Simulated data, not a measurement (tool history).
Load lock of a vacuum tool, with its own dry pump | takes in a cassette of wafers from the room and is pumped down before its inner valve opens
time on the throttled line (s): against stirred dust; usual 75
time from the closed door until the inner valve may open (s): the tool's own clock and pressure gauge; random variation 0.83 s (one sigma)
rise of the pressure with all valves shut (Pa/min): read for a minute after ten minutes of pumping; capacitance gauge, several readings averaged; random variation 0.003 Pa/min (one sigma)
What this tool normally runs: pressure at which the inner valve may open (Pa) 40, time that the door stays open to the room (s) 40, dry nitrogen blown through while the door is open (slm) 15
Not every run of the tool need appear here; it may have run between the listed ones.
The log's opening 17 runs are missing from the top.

run,hour,time on the throttled line (s),pressure at which the inner valve may open (Pa),time that the door stays open to the room (s),dry nitrogen blown through while the door is open (slm),hours that the pump has run since its overhaul,times that the door has closed on its seal,"incoming humidity of the room's air, %",time from the closed door until the inner valve may open (s),rise of the pressure with all valves shut (Pa/min)
18,4784.5,75,40,40,15,2441,57042,39.9,131.2,0.128
19,5037.6,55,35,94,8,2694,57802,45.9,116.5,0.150
20,5261.1,55,35,94,8,2917,58474,47.8,120.6,0.150
21,5577.1,91,35,42,8,3233,59424,45.2,146.5,0.137
22,5928.3,75,40,211,19,3584,60479,41.3,132.0,0.153
23,6312.1,75,50,40,17,3968,61632,47.0,130.5,0.143
24,6654.9,39,54,187,11,4311,62662,46.5,102.1,0.173
25,6905.6,75,40,234,28,4562,63415,45.8,132.1,0.158
26,7098.9,75,40,234,28,4755,63996,42.7,132.5,0.155
27,7498.8,121,44,40,15,5155,65198,45.8,169.1,0.156
28,7843.3,121,44,40,15,5499,66233,42.2,166.2,0.156
29,8068.1,121,44,40,15,5724,66908,42.9,167.8,0.156
30,8386.9,75,38,45,15,6043,67866,46.6,132.7,0.165
31,8627.8,75,38,45,15,6284,68590,46.6,133.3,0.167
# hour 8939.3: door's seal changed, seat wiped
32,8941.2,75,38,45,15,6596,5,44.3,132.9,0.033
33,9139.7,59,44,40,8,6794,602,44.2,119.5,0.036
34,9310.6,51,37,40,15,6965,1115,46.3,116.0,0.031
35,9657.1,75,40,64,15,7312,2156,43.2,135.9,0.031
36,9998.2,44,68,64,15,7653,3181,41.8,105.4,0.030

Here are 5 independent what-if runs from the current tool condition. What would each one return?
A,10360.1,132,40,40,15,8015,4269,46.1,?,?
B,10360.1,44,68,64,5,8015,4269,45.2,?,?
C,10360.1,43,40,40,13,8015,4269,47.5,?,?
D,10360.1,75,75,40,30,8015,4269,42.7,?,?
E,10360.1,44,51,37,12,8015,4269,47.9,?,?

run,time from the closed door until the inner valve may open (s),rise of the pressure with all valves shut (Pa/min)
A,179.1,0.036
B,106.3,0.051
C,111.0,0.036
D,128.0,0.024
E,108.1,0.036
With no hidden state in the tool, these same runs would have given:
run,time from the closed door until the inner valve may open (s),rise of the pressure with all valves shut (Pa/min)
A,175.3,0.034
B,101.3,0.049
C,105.5,0.035
D,123.7,0.022
E,102.9,0.034
